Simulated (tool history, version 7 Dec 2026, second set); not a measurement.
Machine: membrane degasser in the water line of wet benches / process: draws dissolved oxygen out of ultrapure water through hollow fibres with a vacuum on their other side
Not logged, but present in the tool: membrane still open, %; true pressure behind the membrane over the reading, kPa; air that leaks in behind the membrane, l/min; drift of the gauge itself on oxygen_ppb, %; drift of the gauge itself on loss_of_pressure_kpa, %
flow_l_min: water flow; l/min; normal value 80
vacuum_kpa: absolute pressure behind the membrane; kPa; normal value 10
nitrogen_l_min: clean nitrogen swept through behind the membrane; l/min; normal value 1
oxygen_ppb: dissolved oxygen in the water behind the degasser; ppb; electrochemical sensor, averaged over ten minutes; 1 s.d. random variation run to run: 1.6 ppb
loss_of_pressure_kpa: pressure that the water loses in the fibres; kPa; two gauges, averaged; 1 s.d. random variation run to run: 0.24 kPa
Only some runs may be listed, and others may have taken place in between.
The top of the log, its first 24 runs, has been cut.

run	hour	flow_l_min	vacuum_kpa	nitrogen_l_min	hours since the membrane was changed	hours since the vacuum gauge was calibrated	hours since the vacuum lines were made tight	oxygen_ppb	loss_of_pressure_kpa
25	2599.3	90	14.4	0.71	7088	878	7815	1740.8	72.71
26	2726.7	63	19.4	2.3	7216	1005	7942	873	51.01
27	2795	85	22	0.78	7284	1074	8010	2440.6	68.56
28	2891.4	80	6.1	1	7381	1170	8107	392.7	64.54
29	3005.7	80	6.1	1	7495	1284	8221	393.7	64.7
30	3113.3	99	15.8	1.53	7602	1392	8329	1315.1	80.27
31	3179.5	99	15.8	1.53	7669	1458	8395	1315.6	80.7
32	3280.4	99	15.8	1.53	7770	1559	8496	1313.4	80.12

Forecast each of these 4 alternatives for the next run:
A	3413.8	93	10	1	7903	1693	8629	?	?
B	3413.8	112	10	1.09	7903	1693	8629	?	?
C	3413.8	106	6.1	1.92	7903	1693	8629	?	?
D	3413.8	50	19.9	2.27	7903	1693	8629	?	?

run	oxygen_ppb	loss_of_pressure_kpa
A	949.7	75.73
B	1037.7	91.02
C	343.6	86.25
D	757.5	40.52
Stripped of hidden state, with their random variation kept, the same runs would have yielded:
run	oxygen_ppb	loss_of_pressure_kpa
A	935.8	71.44
B	1016.9	85.86
C	322.5	81.35
D	747.8	38.21
